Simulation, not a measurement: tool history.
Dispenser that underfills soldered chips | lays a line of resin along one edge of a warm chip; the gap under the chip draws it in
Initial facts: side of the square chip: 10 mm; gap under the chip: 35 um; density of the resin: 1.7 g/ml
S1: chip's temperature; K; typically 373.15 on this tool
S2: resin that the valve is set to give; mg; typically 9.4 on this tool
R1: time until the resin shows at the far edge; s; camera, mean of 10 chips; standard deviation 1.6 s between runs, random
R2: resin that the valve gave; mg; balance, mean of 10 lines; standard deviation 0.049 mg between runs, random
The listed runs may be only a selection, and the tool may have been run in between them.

run	hour	S1	S2	R1	R2
1	0	373.15	9.4	178.1	9.34
2	4.9	373.15	9.4	230.9	9.17
3	9.9	373.15	9.4	298.2	9.19
# hour 15.2: new syringe of resin
4	15.4	373.15	9.43	166.9	9.24
5	19.8	373.15	9.43	209.4	9.19
6	22.5	373.15	9.43	241.8	9.26
7	28.1	373.15	11.31	311.1	11.02
8	31.4	373.15	11.31	371.4	10.95
# hour 31.9: new syringe of resin
9	35.1	373.15	11.31	189.6	10.95
10	39.1	373.15	11.31	235.5	11.03
11	44.4	373.15	11.31	312.7	10.96
# hour 48.8: new syringe of resin
12	49.6	373.15	9.22	176.4	8.92
13	54.2	373.15	9.4	219.9	9.05
14	58	373.15	9.4	273.4	9.09
15	60.8	381.15	9.4	234.4	9.09
# hour 65.5: new syringe of resin
16	67.2	373.15	9.4	182.2	9.12
17	70.7	373.15	9.4	222.5	8.99
18	74.7	373.15	9.4	273	9.04
19	80.4	373.15	9.4	361.3	9.07
# hour 82.2: new syringe of resin
20	86.9	377.15	9.4	182.1	8.94
21	92.2	377.15	9.4	241.3	8.99
22	94.9	377.15	9.4	272.3	8.98
# hour 98.9: new syringe of resin
23	100.4	377.15	9.4	156	9.01
24	106.7	364.15	11.72	327.1	11.19
25	112.6	364.15	11.72	452.5	11.13
# hour 115.7: new syringe of resin
26	118.3	364.15	11.72	245.1	11.1
27	122.4	374.15	9.22	226.1	8.83
28	128.3	374.15	9.22	305.7	8.73
# hour 132.5: new syringe of resin
29	134.4	374.15	9.22	179.8	8.75
30	138.5	373.15	11.11	221.7	10.51
31	142.2	369.15	10.76	306.3	10.1
32	148.3	377.15	11.65	316.6	10.98
# hour 149.4: new syringe of resin
33	152.2	361.15	8.22	316.4	7.72
34	156.4	365.15	8.42	331	7.79
35	159.4	373.15	9.43	282.9	8.85

Selected run-to-run steps in R1, each split into two signed amounts: the part the tool would show with no hidden state at all (from settings, incoming material and random variation), and the remainder, which goes to the hidden state together with any gauge scatter not common to the measured and the hidden-state-free results:
Hidden state present: resin's viscosity, % of fresh resin's; dose that the valve gives, % of what is set; true chip temperature over the reading, C; drift of the gauge itself on fill_s, %; drift of the gauge itself on given_mg, %.
Run 8 -> 9: new syringe of resin. R1 -181.8 s: hidden state -181.3, all else -0.5.
Run 19 -> 20: S1 373.15 -> 377.15, new syringe of resin. R1 -179.2 s: hidden state -157.8, all else -21.4.
Run 25 -> 26: new syringe of resin. R1 -207.4 s: hidden state -198.4, all else -9.
